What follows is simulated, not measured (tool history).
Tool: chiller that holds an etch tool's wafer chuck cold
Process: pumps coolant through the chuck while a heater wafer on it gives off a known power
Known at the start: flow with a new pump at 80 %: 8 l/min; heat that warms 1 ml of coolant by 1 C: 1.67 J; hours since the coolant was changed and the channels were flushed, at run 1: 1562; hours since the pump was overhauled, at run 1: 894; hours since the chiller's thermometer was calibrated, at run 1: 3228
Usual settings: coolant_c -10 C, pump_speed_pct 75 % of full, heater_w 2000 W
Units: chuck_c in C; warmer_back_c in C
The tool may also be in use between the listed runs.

run   hour  coolant_c  pump_speed_pct  heater_w  hours since the coolant was changed and the channels were flushed  hours since the pump was overhauled  hours since the chiller's thermometer was calibrated  chuck_c  warmer_back_c
  1      0        -10              75      2000                                                               1562                                  894                                                  3228      7.4            9.6
  2   55.2        -10              75      2000                                                               1617                                  949                                                  3283      7.4            9.7
  3   86.2         -8              75      2000                                                               1648                                  980                                                  3314      9.3           9.67
  4  113.1        -10              75      2000                                                               1675                                 1007                                                  3341      7.4           9.65
  5  148.6        -10              75      2555                                                               1710                                 1043                                                  3377     12.2          12.37
  6  176.6        -10              75      1879                                                               1738                                 1071                                                  3405      6.3           9.15
  7  230.5        -10              75      1966                                                               1792                                 1124                                                  3459      7.1            9.6
  8  283.8        -10              75      1966                                                               1846                                 1178                                                  3512      7.2           9.55
  9  320.8        -10              75      1966                                                               1883                                 1215                                                  3549        7           9.57
 10  349.3        -10              75      1966                                                               1911                                 1243                                                  3577        7           9.65
 11  392.3        -10              75      1966                                                               1954                                 1286                                                  3620      7.1            9.6
 12  423.6        -10              75      1966                                                               1985                                 1318                                                  3652        7           9.68
 13  454.4        -10              75      2000                                                               2016                                 1348                                                  3683      7.3           9.87
 14  504.9        -10              75      2000                                                               2067                                 1399                                                  3733      7.5           9.85
 15  543.4        -10              75      1230                                                               2105                                 1437                                                  3772      0.6           6.05
 16  573.9        -10              75      1230                                                               2136                                 1468                                                  3802      0.6           6.14
 17  623.8        -14              74      1303                                                               2186                                 1518                                                  3852     -2.7           6.64
 18  652.8        -17              75      1627                                                               2215                                 1547                                                  3881       -3            8.1
 19  713.8        -15              90      2000                                                               2276                                 1608                                                  3942      0.3            8.1

Run 20 comes next. What will it give?
     735.7  -- gauge calibrated
 20  748.6        -13              68      1961                                                               2310                                 1643                                                  3977        ?              ?

Run 20 gave chuck_c 5.3 C, warmer_back_c 10.54 C.
Without the tool's hidden state the same run would have given chuck_c 5.3 C, warmer_back_c 10.53 C.
